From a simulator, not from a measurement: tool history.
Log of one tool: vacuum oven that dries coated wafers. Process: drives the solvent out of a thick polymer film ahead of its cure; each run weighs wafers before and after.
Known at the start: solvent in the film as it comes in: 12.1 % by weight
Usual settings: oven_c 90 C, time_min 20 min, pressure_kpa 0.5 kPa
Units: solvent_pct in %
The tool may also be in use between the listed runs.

run 1 hour=0 | oven_c=90 time_min=20 pressure_kpa=0.5 | solvent_pct=1.33
run 2 hour=72.6 | oven_c=90 time_min=11 pressure_kpa=0.5 | solvent_pct=3.19
run 3 hour=113.8 | oven_c=90 time_min=20 pressure_kpa=0.5 | solvent_pct=1.34
run 4 hour=196.5 | oven_c=90 time_min=20 pressure_kpa=0.5 | solvent_pct=1.34
run 5 hour=245.9 | oven_c=90 time_min=20 pressure_kpa=0.5 | solvent_pct=1.54
run 6 hour=318.9 | oven_c=90 time_min=20 pressure_kpa=0.5 | solvent_pct=1.51
run 7 hour=395.9 | oven_c=79 time_min=35 pressure_kpa=0.5 | solvent_pct=1.67
run 8 hour=450.2 | oven_c=90 time_min=15 pressure_kpa=1.733 | solvent_pct=2.71
run 9 hour=502.3 | oven_c=101 time_min=12 pressure_kpa=1.853 | solvent_pct=1.66
run 10 hour=553.2 | oven_c=101 time_min=12 pressure_kpa=1.1 | solvent_pct=1.48
run 11 hour=621 | oven_c=95 time_min=36 pressure_kpa=0.422 | solvent_pct=0.28

Not shown: 1 entry that the log had between the listed runs. Between which runs, and how does the tool's hidden state differ before and after?
Between runs 4 and 5: oven's thermocouples calibrated (hour 222.5)
  true wafer temperature over the reading, C: 1.74 -> 0.27; true pressure over the reading, kPa: 0.146 -> 0.153
  measured less the result without the state, solvent_pct: -0.18 -> +0.01 %

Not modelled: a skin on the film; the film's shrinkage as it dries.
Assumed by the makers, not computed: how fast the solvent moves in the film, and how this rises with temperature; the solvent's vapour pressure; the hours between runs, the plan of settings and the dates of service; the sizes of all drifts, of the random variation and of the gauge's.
